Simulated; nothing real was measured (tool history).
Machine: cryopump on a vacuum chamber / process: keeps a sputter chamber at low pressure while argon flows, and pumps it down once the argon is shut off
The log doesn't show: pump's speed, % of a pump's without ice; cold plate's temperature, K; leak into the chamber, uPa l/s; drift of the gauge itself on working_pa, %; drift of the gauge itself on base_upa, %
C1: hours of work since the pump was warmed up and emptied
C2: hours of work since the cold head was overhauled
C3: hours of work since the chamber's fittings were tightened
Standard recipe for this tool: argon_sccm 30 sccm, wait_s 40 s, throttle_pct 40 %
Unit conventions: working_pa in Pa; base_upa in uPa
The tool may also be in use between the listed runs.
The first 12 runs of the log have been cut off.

Run 13, day 42.004: usual settings but wait_s 32 s; C1 208; C2 3247; C3 1168. Result: working_pa 0.09 Pa, base_upa 3.49 uPa.
Run 14, day 46.125: usual settings but wait_s 46 s; C1 287; C2 3326; C3 1247. Result: working_pa 0.0905 Pa, base_upa 2.63 uPa.
Run 15, day 50.238: usual settings but wait_s 46 s; C1 367; C2 3405; C3 1327. Result: working_pa 0.0903 Pa, base_upa 2.68 uPa.
Run 16, day 52.717: usual settings but wait_s 46 s; C1 414; C2 3453; C3 1374. Result: working_pa 0.0921 Pa, base_upa 2.68 uPa.
Run 17, day 55.275: usual settings but wait_s 46 s; C1 464; C2 3502; C3 1424. Result: working_pa 0.0918 Pa, base_upa 2.65 uPa.
Run 18, day 58.358: usual settings but argon_sccm 19 sccm, wait_s 33 s, throttle_pct 28 %; C1 523; C2 3562; C3 1483. Result: working_pa 0.0831 Pa, base_upa 3.52 uPa.
Run 19, day 62.688: usual settings but argon_sccm 19 sccm, wait_s 33 s, throttle_pct 28 %; C1 607; C2 3645; C3 1567. Result: working_pa 0.0842 Pa, base_upa 3.52 uPa.
Run 20, day 64.688: usual settings but argon_sccm 19 sccm, wait_s 33 s, throttle_pct 28 %; C1 645; C2 3684; C3 1605. Result: working_pa 0.0832 Pa, base_upa 3.68 uPa.
Run 21, day 68.633: usual settings but argon_sccm 27 sccm, wait_s 42 s, throttle_pct 19 %; C1 721; C2 3760; C3 1681. Result: working_pa 0.1732 Pa, base_upa 3.09 uPa.
Run 22, day 72.917: usual settings but argon_sccm 49 sccm, wait_s 44 s, throttle_pct 19 %; C1 804; C2 3842; C3 1764. Result: working_pa 0.3151 Pa, base_upa 3.07 uPa.
Run 23, day 76.446: usual settings but argon_sccm 49 sccm, wait_s 44 s, throttle_pct 19 %; C1 872; C2 3910; C3 1832. Result: working_pa 0.3176 Pa, base_upa 3.12 uPa.
Run 24, day 78.975: usual settings but argon_sccm 19 sccm, wait_s 249 s, throttle_pct 34 %; C1 921; C2 3959; C3 1880. Result: working_pa 0.0723 Pa, base_upa 1.48 uPa.
At day 81.212: pump warmed up, emptied and cooled again.
Run 25, day 83.396: usual settings but argon_sccm 19 sccm, wait_s 249 s, throttle_pct 34 %; C1 42; C2 4040; C3 1962. Result: working_pa 0.0652 Pa, base_upa 1.25 uPa.
Run 26, day 86.988: usual settings but wait_s 29 s, throttle_pct 52 %; C1 111; C2 4110; C3 2031. Result: working_pa 0.0688 Pa, base_upa 4.06 uPa.
Run 27, day 89.054: usual settings but argon_sccm 20 sccm, wait_s 28 s, throttle_pct 52 %; C1 151; C2 4149; C3 2071. Result: working_pa 0.0466 Pa, base_upa 4.13 uPa.
Run 28, day 93.304: usual settings but argon_sccm 20 sccm, wait_s 28 s, throttle_pct 52 %; C1 233; C2 4231; C3 2153. Result: working_pa 0.0464 Pa, base_upa 4.19 uPa.
Run 29, day 97.471: usual settings but argon_sccm 20 sccm, wait_s 28 s, throttle_pct 52 %; C1 313; C2 4312; C3 2233. Result: working_pa 0.0483 Pa, base_upa 4.35 uPa.
Run 30, day 99.542: usual settings but argon_sccm 31 sccm, wait_s 138 s, throttle_pct 25 %; C1 353; C2 4352; C3 2273. Result: working_pa 0.1495 Pa, base_upa 1.78 uPa.
Run 31, day 104.175: usual settings but argon_sccm 31 sccm, wait_s 138 s, throttle_pct 25 %; C1 443; C2 4441; C3 2362. Result: working_pa 0.1514 Pa, base_upa 1.8 uPa.
Run 32, day 108.721: usual settings but argon_sccm 31 sccm, wait_s 138 s, throttle_pct 25 %; C1 530; C2 4528; C3 2450. Result: working_pa 0.152 Pa, base_upa 1.82 uPa.
Run 33, day 111.975: usual settings but wait_s 187 s, throttle_pct 25 %; C1 593; C2 4591; C3 2512. Result: working_pa 0.1479 Pa, base_upa 1.74 uPa.
Run 34, day 114.467: usual settings but argon_sccm 54 sccm, wait_s 26 s, throttle_pct 25 %; C1 641; C2 4639; C3 2561. Result: working_pa 0.2661 Pa, base_upa 4.87 uPa.

Forecast each of these 4 alternatives for the next run:
Run A, day 116.683: usual settings but argon_sccm 27 sccm, wait_s 210 s; C1 684; C2 4682; C3 2603. Result: working_pa ?, base_upa ?.
Run B, day 116.683: usual settings but argon_sccm 12 sccm, wait_s 67 s, throttle_pct 39 %; C1 684; C2 4682; C3 2603. Result: working_pa ?, base_upa ?.
Run C, day 116.683: usual settings but throttle_pct 23 %; C1 684; C2 4682; C3 2603. Result: working_pa ?, base_upa ?.
Run D, day 116.683: usual settings but argon_sccm 58 sccm; C1 684; C2 4682; C3 2603. Result: working_pa ?, base_upa ?.

run  working_pa  base_upa
  A      0.0869      1.79
  B      0.0393      2.69
  C      0.1611      3.49
  D      0.1861       3.6
What these runs would have given with no unlogged condition in the tool:
run  working_pa  base_upa
  A       0.078      0.63
  B      0.0353      1.52
  C      0.1511      2.36
  D       0.167      2.43

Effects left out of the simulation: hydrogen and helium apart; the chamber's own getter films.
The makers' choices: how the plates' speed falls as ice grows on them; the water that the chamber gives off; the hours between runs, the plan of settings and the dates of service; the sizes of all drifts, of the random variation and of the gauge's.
